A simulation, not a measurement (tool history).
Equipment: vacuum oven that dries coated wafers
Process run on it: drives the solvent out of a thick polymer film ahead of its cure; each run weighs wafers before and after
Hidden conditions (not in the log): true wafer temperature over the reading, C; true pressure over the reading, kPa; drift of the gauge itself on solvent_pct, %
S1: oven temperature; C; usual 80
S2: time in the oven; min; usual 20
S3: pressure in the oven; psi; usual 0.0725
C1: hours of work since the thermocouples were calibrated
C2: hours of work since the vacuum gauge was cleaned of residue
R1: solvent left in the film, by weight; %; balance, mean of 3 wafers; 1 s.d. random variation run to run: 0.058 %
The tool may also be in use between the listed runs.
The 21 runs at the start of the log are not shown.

Run 22, hour 1953.2: usual settings but S1 75 C, S2 23 min, S3 0.0838 psi; C1 153; C2 705. Result: R1 3.73 %.
Run 23, hour 2049.9: usual settings but S2 25 min, S3 0.1717 psi; C1 202; C2 754. Result: R1 2.60 %.
Run 24, hour 2153.0: usual settings but S1 89 C, S2 13 min, S3 0.1717 psi; C1 255; C2 807. Result: R1 3.14 %.
Run 25, hour 2216.0: usual settings but S1 84 C, S3 0.0631 psi; C1 287; C2 839. Result: R1 2.21 %.
Run 26, hour 2269.5: usual settings but S1 84 C, S3 0.0631 psi; C1 314; C2 867. Result: R1 2.21 %.
Run 27, hour 2389.6: usual settings but S1 85 C, S3 0.0767 psi; C1 376; C2 928. Result: R1 2.07 %.
Run 28, hour 2463.1: usual settings but S3 0.1072 psi; C1 414; C2 966. Result: R1 3.08 %.
Run 29, hour 2535.3: usual settings but S3 0.1072 psi; C1 450; C2 1003. Result: R1 3.08 %.
Run 30, hour 2631.0: usual settings but S2 32 min; C1 499; C2 1052. Result: R1 1.58 %.
Run 31, hour 2743.7: usual settings but S2 23 min, S3 0.1871 psi; C1 557; C2 1109. Result: R1 2.89 %.
Run 32, hour 2822.0: usual settings but S1 67 C, S3 0.0716 psi; C1 597; C2 1150. Result: R1 6.23 %.
Run 33, hour 2933.7: usual settings but S1 67 C, S3 0.0716 psi; C1 654; C2 1207. Result: R1 6.16 %.
Run 34, hour 3026.2: usual settings but S1 67 C, S3 0.0716 psi; C1 702; C2 1254. Result: R1 6.26 %.
Run 35, hour 3106.3: usual settings but S1 67 C, S2 11 min, S3 0.0716 psi; C1 743; C2 1295. Result: R1 8.22 %.
Run 36, hour 3191.8: usual settings but S1 83 C; C1 786; C2 1339. Result: R1 2.42 %.
Run 37, hour 3270.2: usual settings but S1 83 C; C1 827; C2 1379. Result: R1 2.35 %.

5 ways to go on from here, each from the tool as it stands after run 37. What would each give?
Run A, hour 3390.1: usual settings but S1 93 C, S2 18 min, S3 0.0555 psi; C1 888; C2 1440. Result: R1 ?.
Run B, hour 3390.1: usual settings but S2 14 min, S3 0.0714 psi; C1 888; C2 1440. Result: R1 ?.
Run C, hour 3390.1: usual settings but S1 75 C, S2 27 min, S3 0.2762 psi; C1 888; C2 1440. Result: R1 ?.
Run D, hour 3390.1: usual settings but S2 19 min; C1 888; C2 1440. Result: R1 ?.
Run E, hour 3390.1: usual settings but S1 69 C, S2 11 min, S3 0.0728 psi; C1 888; C2 1440. Result: R1 ?.

run    R1
  A  1.10
  B  4.32
  C  3.81
  D  3.10
  E  7.90
Stripped of hidden state, with their random variation kept, the same runs would have yielded:
run    R1
  A  1.07
  B  4.42
  C  3.81
  D  3.14
  E  7.93
